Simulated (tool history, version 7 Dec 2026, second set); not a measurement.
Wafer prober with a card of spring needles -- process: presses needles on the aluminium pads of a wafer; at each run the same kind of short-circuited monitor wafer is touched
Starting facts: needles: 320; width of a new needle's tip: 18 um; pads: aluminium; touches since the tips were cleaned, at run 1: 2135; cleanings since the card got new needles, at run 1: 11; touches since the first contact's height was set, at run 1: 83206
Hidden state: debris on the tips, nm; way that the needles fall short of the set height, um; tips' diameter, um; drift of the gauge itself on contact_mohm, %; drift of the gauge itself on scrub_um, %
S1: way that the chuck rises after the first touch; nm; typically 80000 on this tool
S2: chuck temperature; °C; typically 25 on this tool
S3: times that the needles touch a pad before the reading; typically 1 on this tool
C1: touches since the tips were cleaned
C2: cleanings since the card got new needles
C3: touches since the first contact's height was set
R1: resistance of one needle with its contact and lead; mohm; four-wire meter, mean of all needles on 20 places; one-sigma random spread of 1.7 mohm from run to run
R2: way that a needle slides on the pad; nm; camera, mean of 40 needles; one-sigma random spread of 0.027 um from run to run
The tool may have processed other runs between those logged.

Run 1, hour 0: usual settings; C1 2135; C2 11; C3 83206. Result: R1 234 mohm, R2 17220 nm.
Run 2, hour 6.5: usual settings; C1 3704; C2 11; C3 84775. Result: R1 264 mohm, R2 17210 nm.
Run 3, hour 12.3: usual settings; C1 5122; C2 11; C3 86193. Result: R1 271 mohm, R2 17210 nm.
At hour 17: tips cleaned on abrasive film.
Run 4, hour 20.7: usual settings; C1 891; C2 12; C3 88201. Result: R1 324 mohm, R2 17140 nm.
Run 5, hour 28.1: usual settings; C1 2704; C2 12; C3 90014. Result: R1 313 mohm, R2 17110 nm.
Run 6, hour 37.3: usual settings; C1 4933; C2 12; C3 92243. Result: R1 307 mohm, R2 17110 nm.
At hour 42.8: tips cleaned on abrasive film.
Run 7, hour 46.1: usual settings; C1 781; C2 13; C3 94341. Result: R1 207 mohm, R2 17100 nm.
Run 8, hour 55.4: usual settings but S1 67000 nm; C1 3046; C2 13; C3 96606. Result: R1 293 mohm, R2 14310 nm.
Run 9, hour 63: usual settings; C1 4894; C2 13; C3 98454. Result: R1 278 mohm, R2 17100 nm.
At hour 68.1: tips cleaned on abrasive film.
Run 10, hour 68.1: usual settings; C1 0; C2 14; C3 99676. Result: R1 184 mohm, R2 17100 nm.
At hour 72.6: tips cleaned on abrasive film, once more.
Run 11, hour 78: usual settings; C1 1319; C2 15; C3 102045. Result: R1 223 mohm, R2 17130 nm.
Run 12, hour 89.4: usual settings; C1 4093; C2 15; C3 104819. Result: R1 267 mohm, R2 17090 nm.
Run 13, hour 95.2: usual settings; C1 5497; C2 15; C3 106223. Result: R1 279 mohm, R2 17070 nm.
At hour 98.2: tips cleaned on abrasive film.
Run 14, hour 101.2: usual settings; C1 738; C2 16; C3 107666. Result: R1 202 mohm, R2 17070 nm.
Run 15, hour 107.3: usual settings; C1 2218; C2 16; C3 109146. Result: R1 242 mohm, R2 17050 nm.
Run 16, hour 115.6: usual settings but S1 69000 nm, S2 59 °C; C1 4230; C2 16; C3 111158. Result: R1 306 mohm, R2 14680 nm.
Run 17, hour 122.9: usual settings but S2 47 °C; C1 6008; C2 16; C3 112936. Result: R1 279 mohm, R2 17080 nm.
At hour 124: tips cleaned on abrasive film.
Run 18, hour 128.7: usual settings but S1 77000 nm, S2 40 °C, S3 3; C1 1134; C2 17; C3 114310. Result: R1 194 mohm, R2 16390 nm.
Run 19, hour 136.2: usual settings but S1 97000 nm, S2 33 °C; C1 2953; C2 17; C3 116129. Result: R1 230 mohm, R2 20770 nm.
Run 20, hour 147: usual settings but S1 97000 nm, S2 47 °C; C1 5569; C2 17; C3 118745. Result: R1 250 mohm, R2 20770 nm.
At hour 149.3: tips cleaned on abrasive film.
Run 21, hour 152.5: usual settings but S1 97000 nm, S2 47 °C; C1 790; C2 18; C3 120074. Result: R1 200 mohm, R2 20730 nm.
Run 22, hour 159.4: usual settings but S1 62000 nm, S2 40 °C; C1 2442; C2 18; C3 121726. Result: R1 293 mohm, R2 13160 nm.
Run 23, hour 169.2: usual settings but S1 71000 nm, S2 79 °C, S3 2; C1 4845; C2 18; C3 124129. Result: R1 253 mohm, R2 15130 nm.
At hour 174.9: tips cleaned on abrasive film.
Run 24, hour 176.5: usual settings but S1 64000 nm, S2 101 °C, S3 2; C1 393; C2 19; C3 125862. Result: R1 214 mohm, R2 13600 nm.
Run 25, hour 181.1: usual settings but S1 64000 nm, S2 101 °C, S3 2; C1 1505; C2 19; C3 126974. Result: R1 242 mohm, R2 13570 nm.
Run 26, hour 186.7: usual settings but S1 97000 nm, S2 63 °C, S3 2; C1 2879; C2 19; C3 128348. Result: R1 217 mohm, R2 20710 nm.
Run 27, hour 196.6: usual settings but S1 97000 nm, S2 63 °C, S3 2; C1 5269; C2 19; C3 130738. Result: R1 225 mohm, R2 20720 nm.
At hour 200.2: tips cleaned on abrasive film.
Run 28, hour 202: usual settings but S1 97000 nm, S2 63 °C; C1 450; C2 20; C3 132041. Result: R1 199 mohm, R2 20700 nm.
Run 29, hour 212.2: usual settings but S1 75000 nm, S2 29 °C; C1 2916; C2 20; C3 134507. Result: R1 272 mohm, R2 15990 nm.

Here are 5 independent what-if runs from the current tool condition. What would each one return?
Run A, hour 218.4: usual settings but S1 70000 nm, S2 62 °C; C1 4426; C2 20; C3 136017. Result: R1 ?, R2 ?.
Run B, hour 218.4: usual settings but S1 75000 nm, S2 29 °C, S3 2; C1 4426; C2 20; C3 136017. Result: R1 ?, R2 ?.
Run C, hour 218.4: usual settings but S1 73000 nm; C1 4426; C2 20; C3 136017. Result: R1 ?, R2 ?.
Run D, hour 218.4: usual settings but S2 40 °C; C1 4426; C2 20; C3 136017. Result: R1 ?, R2 ?.
Run E, hour 218.4: usual settings but S1 64000 nm; C1 4426; C2 20; C3 136017. Result: R1 ?, R2 ?.

run   R1     R2
  A  301  14830
  B  247  15950
  C  294  15500
  D  276  17000
  E  330  13520
With the hidden condition removed and each run's random variation left untouched, the same runs would have given:
run   R1     R2
  A  181  15160
  B  178  16280
  C  176  15830
  D  177  17330
  E  178  13850
